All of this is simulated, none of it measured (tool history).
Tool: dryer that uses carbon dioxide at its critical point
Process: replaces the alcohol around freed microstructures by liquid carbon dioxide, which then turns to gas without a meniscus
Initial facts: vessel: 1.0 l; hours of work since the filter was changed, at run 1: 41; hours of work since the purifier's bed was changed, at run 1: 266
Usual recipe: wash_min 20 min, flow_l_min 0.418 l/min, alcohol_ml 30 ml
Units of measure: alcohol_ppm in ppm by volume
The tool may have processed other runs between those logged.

run,hour,wash_min,flow_l_min,alcohol_ml,hours of work since the filter was changed,hours of work since the purifier's bed was changed,alcohol_ppm
1,0.0,20,0.418,30,41,266,51
2,5.9,20,0.418,30,46,270,44
3,14.5,20,0.418,30,52,277,57
4,22.2,20,0.418,30,58,282,60
5,27.3,20,0.418,30,62,286,56
6,32.4,20,0.418,30,66,290,54
7,37.8,20,0.418,30,70,294,59
8,43.9,20,0.418,30,75,299,55
9,49.8,20,0.418,30,79,303,58
10,54.8,20,0.418,30,83,307,57
11,62.4,14,0.418,30,89,313,183
12,67.9,14,0.418,30,93,317,197
13,73.1,20,0.418,30,97,321,68
14,77.0,20,0.418,30,100,324,61
15,83.2,20,0.418,30,104,329,62
16,89.4,20,0.548,30,109,333,51
17,98.0,20,0.418,30,116,340,74
18,103.8,20,0.418,30,120,344,74
19,110.6,20,0.418,26,125,350,61
20,115.1,20,0.418,26,129,353,69
21,118.9,20,0.418,26,132,356,61
22,126.8,20,0.418,26,138,362,67
23,134.5,20,0.418,26,143,368,59
24,139.1,13,0.418,30,147,371,280
25,143.1,13,0.418,30,150,374,283
26,150.4,16,0.427,61,155,380,192
27,155.2,16,0.427,61,159,383,193
28,163.7,16,0.427,61,166,390,202
29,169.0,16,0.427,61,170,394,210
30,173.8,32,0.369,21,173,397,53
31,180.5,25,0.418,30,178,403,71
32,185.9,25,0.418,30,182,407,62
33,194.8,25,0.418,30,189,413,63
# hour 202.2: inlet filter changed
34,202.3,25,0.418,30,0,418,69
35,210.1,25,0.374,27,6,424,64
36,219.1,17,0.396,24,13,431,107
37,222.9,20,0.451,41,16,434,65
38,231.3,32,0.515,30,22,440,69
39,235.6,22,0.418,30,25,444,67
40,242.6,16,0.418,66,31,449,188
41,251.9,18,0.296,64,38,456,472
42,256.7,18,0.296,64,41,460,480
43,264.8,18,0.296,64,48,466,470
44,270.1,25,0.314,30,51,470,83
45,278.1,23,0.418,36,58,476,75
46,284.1,23,0.401,83,62,480,78
47,291.5,26,0.418,32,68,486,71

Some steps in alcohol_ppm between neighbouring runs. How much of each would the tool show without its hidden state too (settings, what came in, random variation), and how much is left for the hidden state, with any gauge scatter that isn't in both results?
What the log doesn't record here: flow that reaches the vessel past the clogged filter, %; alcohol in the recycled carbon dioxide, ppm; drift of the gauge itself on alcohol_ppm, %.
Run 23 -> 24: wash_min 20 -> 13, alcohol_ml 26 -> 30. alcohol_ppm +221 ppm by volume: hidden state +54, all else +167.
Run 29 -> 30: wash_min 16 -> 32, flow_l_min 0.427 -> 0.369, alcohol_ml 61 -> 21. alcohol_ppm -157 ppm by volume: hidden state -55, all else -102.
Run 40 -> 41: wash_min 16 -> 18, flow_l_min 0.418 -> 0.296, alcohol_ml 66 -> 64. alcohol_ppm +284 ppm by volume: hidden state +27, all else +257.
Run 43 -> 44: wash_min 18 -> 25, flow_l_min 0.296 -> 0.314, alcohol_ml 64 -> 30. alcohol_ppm -387 ppm by volume: hidden state -37, all else -350.
